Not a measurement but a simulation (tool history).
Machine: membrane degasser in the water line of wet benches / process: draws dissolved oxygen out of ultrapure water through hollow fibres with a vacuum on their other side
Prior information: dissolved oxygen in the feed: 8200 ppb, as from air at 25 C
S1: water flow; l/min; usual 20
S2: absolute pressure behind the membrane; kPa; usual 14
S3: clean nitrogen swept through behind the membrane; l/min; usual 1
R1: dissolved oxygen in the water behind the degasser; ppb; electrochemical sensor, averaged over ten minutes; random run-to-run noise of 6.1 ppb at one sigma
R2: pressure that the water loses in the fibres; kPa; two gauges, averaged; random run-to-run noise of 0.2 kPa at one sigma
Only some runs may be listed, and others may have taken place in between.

run,hour,S1,S2,S3,R1,R2
1,0,20,14,1,612.4,46.65
2,31.7,20,14,1,619.6,46.32
3,55.4,20,14,1,606,46.52
4,87.5,20,14,1,613,46.91
5,131.1,20,14,1,603.7,46.49
6,183.4,23,14,1,716,53.6
7,210.7,23,14,1,712.8,53.19
8,260.2,20,14,1,619.7,46.34
9,305.6,20,14,1,627.8,46.35
10,330.6,20,14,1,616.2,46.57
11,368.1,20,14,1,612.8,46.67
12,408.4,20,14,1,613,46.44
13,435.7,20,14,1,611.1,46.18
14,463.4,20,14,2.9,340.1,46.07
15,508.3,20,14,1,618.2,46.05
16,537.4,20,14,1,616,45.97
17,585.3,20,14,1,604.4,46.2
18,619.1,28,21.5,0.42,1998.3,64.54
19,647.8,17,15.2,0.78,652.1,39.18
20,686.3,20,14,2.02,411,45.77
21,738.6,20,14,2.02,406.5,46.03
22,780.9,12,27.9,0.58,1050.8,27.52
23,813.3,18,11.2,0.66,564.3,41.45
24,861.3,18,11.2,0.66,579.4,41.49
25,887.4,25,11.2,1.64,511.1,57.16
26,929.5,16,10.2,1.54,278,36.77
27,974.3,16,10.2,1.54,280.4,36.57
28,1027.4,16,10.2,1.54,278.3,36.97
29,1051.9,14,16.3,2.66,249.6,32
30,1087.6,14,16.3,2.66,248.1,31.8
31,1127.3,14,16.3,2.66,248.2,31.9
32,1172.4,25,14,0.66,976.5,57.17
33,1218.4,29,21.3,0.95,1294,66.13

What would each run have given without the hidden state, its run-to-run variation left as it was?
The hidden state here: membrane still open, %; true pressure behind the membrane over the reading, kPa; air that leaks in behind the membrane, l/min; drift of the gauge itself on oxygen_ppb, %; drift of the gauge itself on loss_of_pressure_kpa, %.
run,R2
1,46.64
2,46.33
3,46.54
4,46.95
5,46.57
6,53.73
7,53.34
8,46.51
9,46.54
10,46.78
11,46.9
12,46.71
13,46.46
14,46.37
15,46.38
16,46.32
17,46.58
18,65.11
19,39.54
20,46.22
21,46.52
22,27.83
23,41.94
24,42
25,57.89
26,37.26
27,37.09
28,37.53
29,32.49
30,32.3
31,32.43
32,58.15
33,67.3
R1: at most 1.5 ppb away from the measurement, every run.
